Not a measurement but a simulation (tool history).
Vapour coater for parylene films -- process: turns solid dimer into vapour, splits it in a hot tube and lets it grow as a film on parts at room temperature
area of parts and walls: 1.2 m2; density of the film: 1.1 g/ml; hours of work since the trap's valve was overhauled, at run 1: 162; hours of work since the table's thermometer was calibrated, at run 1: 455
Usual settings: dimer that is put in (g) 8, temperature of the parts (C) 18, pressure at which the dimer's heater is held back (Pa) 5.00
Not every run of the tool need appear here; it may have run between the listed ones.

| run | hour | dimer that is put in (g) | temperature of the parts (C) | pressure at which the dimer's heater is held back (Pa) | hours of work since the trap's valve was overhauled | hours of work since the table's thermometer was calibrated | thickness of the film (µm) |
|---|---|---|---|---|---|---|---|
| 1 | 0.0 | 8 | 18 | 5.00 | 162 | 455 | 4.36 |
| 2 | 18.7 | 8 | 18 | 5.00 | 173 | 466 | 4.31 |
| 3 | 27.7 | 3 | 18 | 5.00 | 178 | 471 | 1.59 |
| 4 | 39.1 | 3 | 18 | 5.00 | 185 | 477 | 1.62 |
| 5 | 48.2 | 3 | 18 | 5.00 | 190 | 483 | 1.59 |
| 6 | 58.7 | 8 | 18 | 5.00 | 196 | 489 | 4.23 |
| 7 | 74.4 | 8 | 18 | 5.00 | 205 | 498 | 4.27 |
| 8 | 86.0 | 14 | 18 | 5.00 | 212 | 505 | 7.42 |
| 9 | 106.2 | 8 | 15 | 5.00 | 224 | 517 | 4.81 |
| 10 | 117.2 | 8 | 18 | 6.63 | 230 | 523 | 3.97 |
| 11 | 129.1 | 8 | 18 | 5.00 | 237 | 530 | 4.17 |
|  | 146.8 | trap's valve overhauled |
| 12 | 149.8 | 8 | 18 | 5.00 | 2 | 540 | 4.06 |
| 13 | 160.9 | 8 | 18 | 5.00 | 8 | 546 | 4.02 |
| 14 | 172.8 | 8 | 18 | 5.00 | 15 | 553 | 4.02 |
| 15 | 189.4 | 8 | 18 | 5.00 | 25 | 563 | 4.05 |
| 16 | 198.5 | 8 | 18 | 4.35 | 30 | 568 | 4.14 |
|  | 203.9 | trap's valve overhauled, once more |
| 17 | 217.3 | 8 | 18 | 5.00 | 8 | 577 | 4.45 |
| 18 | 229.7 | 8 | 18 | 5.00 | 15 | 584 | 4.51 |
| 19 | 242.9 | 8 | 18 | 3.87 | 23 | 592 | 4.74 |
| 20 | 251.4 | 8 | 18 | 5.00 | 28 | 597 | 4.43 |
| 21 | 268.2 | 8 | 18 | 5.00 | 38 | 606 | 4.44 |
| 22 | 278.3 | 8 | 18 | 5.00 | 43 | 612 | 4.46 |
| 23 | 296.4 | 8 | 18 | 5.83 | 54 | 623 | 4.30 |
| 24 | 309.2 | 8 | 18 | 5.83 | 61 | 630 | 4.32 |
| 25 | 320.7 | 12 | 12 | 2.05 | 68 | 637 | 8.79 |
| 26 | 335.8 | 12 | 12 | 2.05 | 77 | 646 | 8.76 |
| 27 | 350.2 | 8 | 17 | 3.95 | 85 | 654 | 4.82 |
| 28 | 363.8 | 8 | 17 | 3.95 | 93 | 662 | 4.79 |
| 29 | 378.5 | 8 | 17 | 3.95 | 102 | 671 | 4.79 |
| 30 | 394.7 | 11 | 11 | 4.95 | 111 | 680 | 7.91 |
| 31 | 407.1 | 11 | 11 | 4.95 | 119 | 688 | 7.84 |
| 32 | 425.6 | 11 | 11 | 4.95 | 129 | 698 | 7.92 |
| 33 | 444.5 | 7 | 19 | 2.63 | 140 | 709 | 4.17 |
| 34 | 459.2 | 7 | 19 | 2.63 | 149 | 718 | 4.17 |
| 35 | 471.0 | 7 | 19 | 2.63 | 156 | 725 | 4.12 |
| 36 | 481.3 | 7 | 19 | 2.63 | 162 | 731 | 4.12 |
| 37 | 491.3 | 7 | 19 | 2.63 | 168 | 737 | 4.18 |
| 38 | 500.3 | 7 | 19 | 2.63 | 173 | 742 | 4.18 |
| 39 | 518.5 | 6 | 14 | 2.63 | 184 | 753 | 4.24 |
| 40 | 527.8 | 6 | 14 | 2.63 | 189 | 758 | 4.25 |
| 41 | 548.2 | 3 | 11 | 2.63 | 201 | 770 | 2.11 |
| 42 | 557.4 | 5 | 11 | 2.63 | 206 | 775 | 3.51 |

Below, some changes in thickness of the film (µm) between adjacent runs. For each, the amount present without the hidden state too (settings, incoming material, random variation) and the amount remaining for the hidden state with gauge scatter not shared by both compared results:
Hidden state at play: vapour lost through the trap's worn valve, %; true temperature of the parts over the reading, C; drift of the gauge itself on film_um, %.
Run 5 -> 6: dimer that is put in (g) 3 -> 8. thickness of the film (µm) +2.64: hidden state -0.17, all else +2.81.
Run 7 -> 8: dimer that is put in (g) 8 -> 14. thickness of the film (µm) +3.15: hidden state -0.23, all else +3.38.
Run 16 -> 17: pressure at which the dimer's heater is held back (Pa) 4.35 -> 5.00, trap's valve overhauled, once more. thickness of the film (µm) +0.31: hidden state +0.50, all else -0.19.
Run 24 -> 25: dimer that is put in (g) 8 -> 12, temperature of the parts (C) 18 -> 12, pressure at which the dimer's heater is held back (Pa) 5.83 -> 2.05. thickness of the film (µm) +4.47: hidden state -0.05, all else +4.52.
Run 26 -> 27: dimer that is put in (g) 12 -> 8, temperature of the parts (C) 12 -> 17, pressure at which the dimer's heater is held back (Pa) 2.05 -> 3.95. thickness of the film (µm) -3.94: hidden state +0.02, all else -3.96.
Run 32 -> 33: dimer that is put in (g) 11 -> 7, temperature of the parts (C) 11 -> 19, pressure at which the dimer's heater is held back (Pa) 4.95 -> 2.63. thickness of the film (µm) -3.75: hidden state +0.08, all else -3.83.
